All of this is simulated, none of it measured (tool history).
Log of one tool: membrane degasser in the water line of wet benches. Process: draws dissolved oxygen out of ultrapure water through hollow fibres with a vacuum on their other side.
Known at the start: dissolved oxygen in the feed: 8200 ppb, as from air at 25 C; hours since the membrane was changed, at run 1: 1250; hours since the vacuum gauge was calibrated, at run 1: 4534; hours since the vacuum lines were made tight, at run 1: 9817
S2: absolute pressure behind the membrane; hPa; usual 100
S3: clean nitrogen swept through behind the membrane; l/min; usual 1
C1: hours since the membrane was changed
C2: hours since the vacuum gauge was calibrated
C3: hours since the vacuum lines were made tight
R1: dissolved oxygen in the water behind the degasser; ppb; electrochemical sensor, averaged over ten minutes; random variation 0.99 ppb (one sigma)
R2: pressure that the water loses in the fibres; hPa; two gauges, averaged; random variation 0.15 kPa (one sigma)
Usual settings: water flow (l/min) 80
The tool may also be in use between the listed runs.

Run 1, hour 0: usual settings; C1 1250; C2 4534; C3 9817. Result: R1 863.8 ppb, R2 468.1 hPa.
Run 2, hour 81.6: usual settings; C1 1331; C2 4616; C3 9899. Result: R1 864 ppb, R2 468.1 hPa.
Run 3, hour 171.6: usual settings; C1 1421; C2 4706; C3 9989. Result: R1 865.3 ppb, R2 466.1 hPa.
Run 4, hour 245.9: usual settings but water flow (l/min) 60; C1 1496; C2 4780; C3 10063. Result: R1 709 ppb, R2 351.9 hPa.
Run 5, hour 329.6: usual settings; C1 1579; C2 4864; C3 10147. Result: R1 866 ppb, R2 465.5 hPa.
Run 6, hour 425.9: usual settings but S2 157 hPa; C1 1676; C2 4960; C3 10243. Result: R1 1476.5 ppb, R2 467.6 hPa.
Run 7, hour 520.5: usual settings; C1 1770; C2 5055; C3 10338. Result: R1 867.8 ppb, R2 468.4 hPa.
Run 8, hour 593.6: usual settings; C1 1844; C2 5128; C3 10411. Result: R1 866.3 ppb, R2 469.2 hPa.
Run 9, hour 683.7: usual settings but water flow (l/min) 105; C1 1934; C2 5218; C3 10501. Result: R1 1037.4 ppb, R2 613.6 hPa.
Run 10, hour 755: usual settings but water flow (l/min) 105, S3 1.51 l/min; C1 2005; C2 5289; C3 10572. Result: R1 811.4 ppb, R2 615.2 hPa.
Run 11, hour 822.5: usual settings but water flow (l/min) 105, S3 1.51 l/min; C1 2072; C2 5357; C3 10640. Result: R1 810.8 ppb, R2 613.9 hPa.
Run 12, hour 884.5: usual settings but S3 0.45 l/min; C1 2134; C2 5419; C3 10702. Result: R1 1333.5 ppb, R2 469.3 hPa.
Run 13, hour 975.3: usual settings but S3 0.47 l/min; C1 2225; C2 5509; C3 10793. Result: R1 1307.9 ppb, R2 465.8 hPa.
Run 14, hour 1056.4: usual settings but S3 0.47 l/min; C1 2306; C2 5590; C3 10874. Result: R1 1309.2 ppb, R2 467.9 hPa.
Run 15, hour 1137.3: usual settings but S3 0.47 l/min; C1 2387; C2 5671; C3 10955. Result: R1 1308.9 ppb, R2 470.1 hPa.
Run 16, hour 1219.5: usual settings but water flow (l/min) 68; C1 2469; C2 5754; C3 11037. Result: R1 775.1 ppb, R2 397.9 hPa.
Run 17, hour 1319.7: usual settings but water flow (l/min) 68; C1 2570; C2 5854; C3 11137. Result: R1 777.1 ppb, R2 400.1 hPa.
Run 18, hour 1368.5: usual settings but water flow (l/min) 62, S2 138 hPa; C1 2618; C2 5903; C3 11186. Result: R1 1084 ppb, R2 363.5 hPa.
Run 19, hour 1418.1: usual settings but water flow (l/min) 89, S2 230 hPa, S3 0.63 l/min; C1 2668; C2 5952; C3 11235. Result: R1 2896 ppb, R2 521.9 hPa.
Run 20, hour 1504.6: usual settings but water flow (l/min) 89, S2 230 hPa, S3 0.63 l/min; C1 2754; C2 6039; C3 11322. Result: R1 2898.3 ppb, R2 522.4 hPa.
Run 21, hour 1549.7: usual settings but water flow (l/min) 89, S2 230 hPa, S3 0.96 l/min; C1 2800; C2 6084; C3 11367. Result: R1 2343 ppb, R2 521.9 hPa.
Run 22, hour 1614.4: usual settings but water flow (l/min) 107, S2 178 hPa, S3 0.58 l/min; C1 2864; C2 6148; C3 11432. Result: R1 2603.8 ppb, R2 631.2 hPa.
Run 23, hour 1703.8: usual settings but water flow (l/min) 87, S2 83 hPa, S3 1.46 l/min; C1 2954; C2 6238; C3 11521. Result: R1 559.5 ppb, R2 510.9 hPa.
Run 24, hour 1767.5: usual settings but water flow (l/min) 87, S2 83 hPa, S3 1.46 l/min; C1 3017; C2 6302; C3 11585. Result: R1 560 ppb, R2 510 hPa.
Run 25, hour 1813: usual settings but water flow (l/min) 108, S2 130 hPa; C1 3063; C2 6347; C3 11630. Result: R1 1449.3 ppb, R2 633.9 hPa.
Run 26, hour 1864.7: usual settings but water flow (l/min) 86, S2 195 hPa; C1 3115; C2 6399; C3 11682. Result: R1 1926 ppb, R2 504.6 hPa.

Forecast run 27:
Run 27, hour 1916: usual settings but water flow (l/min) 67, S2 131 hPa, S3 0.91 l/min; C1 3166; C2 6450; C3 11733. Result: R1 ?, R2 ?.

{"run 27": {"R1": 1142.3, "R2": 394}}
Without the tool's hidden state the same run would have given R1 1132.9 ppb, R2 390.2 hPa.

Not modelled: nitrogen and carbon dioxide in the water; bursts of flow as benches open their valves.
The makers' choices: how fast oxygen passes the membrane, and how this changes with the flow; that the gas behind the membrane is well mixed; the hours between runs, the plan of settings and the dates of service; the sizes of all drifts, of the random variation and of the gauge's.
